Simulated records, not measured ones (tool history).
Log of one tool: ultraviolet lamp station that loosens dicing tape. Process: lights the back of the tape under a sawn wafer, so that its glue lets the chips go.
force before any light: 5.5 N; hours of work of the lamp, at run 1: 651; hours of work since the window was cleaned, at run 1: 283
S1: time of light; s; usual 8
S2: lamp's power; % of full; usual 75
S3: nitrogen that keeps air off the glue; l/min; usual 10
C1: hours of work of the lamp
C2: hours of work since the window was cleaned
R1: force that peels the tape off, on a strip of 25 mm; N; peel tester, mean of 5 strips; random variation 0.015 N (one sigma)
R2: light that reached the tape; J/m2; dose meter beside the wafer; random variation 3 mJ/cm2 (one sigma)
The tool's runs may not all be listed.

run 1 hour=0 | S1=8 S2=75 S3=10 | C1=651 C2=283 | R1=1.048 R2=3600
run 2 hour=29.7 | S1=11 S2=75 S3=10 | C1=672 C2=305 | R1=0.589 R2=4840
-- hour=32 window cleaned of glue's vapour
run 3 hour=66.6 | S1=11 S2=75 S3=10 | C1=698 C2=25 | R1=0.562 R2=5010
run 4 hour=104.8 | S1=11 S2=75 S3=10 | C1=725 C2=52 | R1=0.587 R2=4950
run 5 hour=134 | S1=8 S2=75 S3=10 | C1=746 C2=73 | R1=1.015 R2=3560
run 6 hour=168 | S1=8 S2=75 S3=10 | C1=770 C2=97 | R1=1.06 R2=3490
run 7 hour=199.7 | S1=8 S2=75 S3=6 | C1=793 C2=120 | R1=1.434 R2=3470
run 8 hour=232.8 | S1=11 S2=91 S3=9 | C1=816 C2=143 | R1=0.453 R2=5690
run 9 hour=266.7 | S1=11 S2=75 S3=10 | C1=841 C2=168 | R1=0.643 R2=4590
run 10 hour=290.9 | S1=11 S2=75 S3=10 | C1=858 C2=185 | R1=0.674 R2=4640

4 ways to go on from here, each from the tool as it stands after run 10. What would each give?
run A hour=323.8 | S1=8 S2=75 S3=9 | C1=881 C2=208 | R1=? R2=?
run B hour=323.8 | S1=15 S2=82 S3=5 | C1=881 C2=208 | R1=? R2=?
run C hour=323.8 | S1=11 S2=87 S3=10 | C1=881 C2=208 | R1=? R2=?
run D hour=323.8 | S1=11 S2=90 S3=10 | C1=881 C2=208 | R1=? R2=?

run=A R1=1.235 R2=3330
run=B R1=0.527 R2=6810
run=C R1=0.499 R2=5340
run=D R1=0.457 R2=5550
Without the tool's hidden state the same runs would have given:
run=A R1=0.761 R2=4480
run=B R1=0.272 R2=9170
run=C R1=0.259 R2=7180
run=D R1=0.227 R2=7460
